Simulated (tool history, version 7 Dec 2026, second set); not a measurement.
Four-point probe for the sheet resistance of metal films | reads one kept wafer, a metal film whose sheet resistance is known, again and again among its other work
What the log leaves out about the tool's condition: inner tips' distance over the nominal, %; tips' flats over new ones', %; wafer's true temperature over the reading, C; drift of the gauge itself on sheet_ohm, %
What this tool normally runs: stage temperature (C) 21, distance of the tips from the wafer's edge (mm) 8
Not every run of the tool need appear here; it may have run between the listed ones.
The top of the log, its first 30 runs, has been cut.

run     day  stage temperature (C)  distance of the tips from the wafer's edge (mm)  touches since the probe head was changed  hours of work since the stage's thermometer was calibrated  sheet resistance as the instrument gives it (ohm/square)
 31  48.692                     33                                               11                                     38692                                                         933                                                  0.085801
 32  50.633                     33                                               11                                     39629                                                         957                                                  0.085775
 33  52.625                     33                                               11                                     40590                                                         982                                                  0.085784
 34  54.633                     33                                               11                                     41560                                                        1006                                                  0.085776
 35  55.767                     25                                               11                                     42107                                                        1020                                                  0.086352
 36  58.075                     21                                                5                                     43219                                                        1048                                                  0.087023
 37  59.629                     24                                               51                                     43971                                                        1068                                                  0.086349
 38  61.992                     28                                                6                                     45110                                                        1097                                                  0.086362
 39  64.146                     26                                               25                                     46149                                                        1123                                                  0.086205
 40  65.225                     18                                               25                                     46670                                                        1136                                                  0.086834
 41  67.304                     23                                               11                                     47673                                                        1162                                                  0.086477
 42  69.638                     23                                               11                                     48798                                                        1190                                                  0.086482
 43  71.746                     23                                               11                                     49816                                                        1216                                                  0.086477
     72.988  -- stage's thermometer calibrated
 44  73.817                     34                                               26                                     50805                                                          10                                                  0.085596
 45    75.6                     18                                                3                                     51665                                                          32                                                  0.088114
 46  76.746                     19                                                4                                     52218                                                          46                                                   0.08746

Alternative continuations, all from the tool just after run 46; predict every row:
  A  78.725                     34                                                7                                     53173                                                          70                                                         ?
  B  78.725                     19                                                8                                     53173                                                          70                                                         ?
  C  78.725                     19                                                5                                     53173                                                          70                                                         ?

run  sheet resistance as the instrument gives it (ohm/square)
  A                                                  0.085847
  B                                                  0.086881
  C                                                  0.087186
Without the tool's hidden state the same runs would have given:
run  sheet resistance as the instrument gives it (ohm/square)
  A                                                  0.086539
  B                                                  0.087581
  C                                                  0.087888

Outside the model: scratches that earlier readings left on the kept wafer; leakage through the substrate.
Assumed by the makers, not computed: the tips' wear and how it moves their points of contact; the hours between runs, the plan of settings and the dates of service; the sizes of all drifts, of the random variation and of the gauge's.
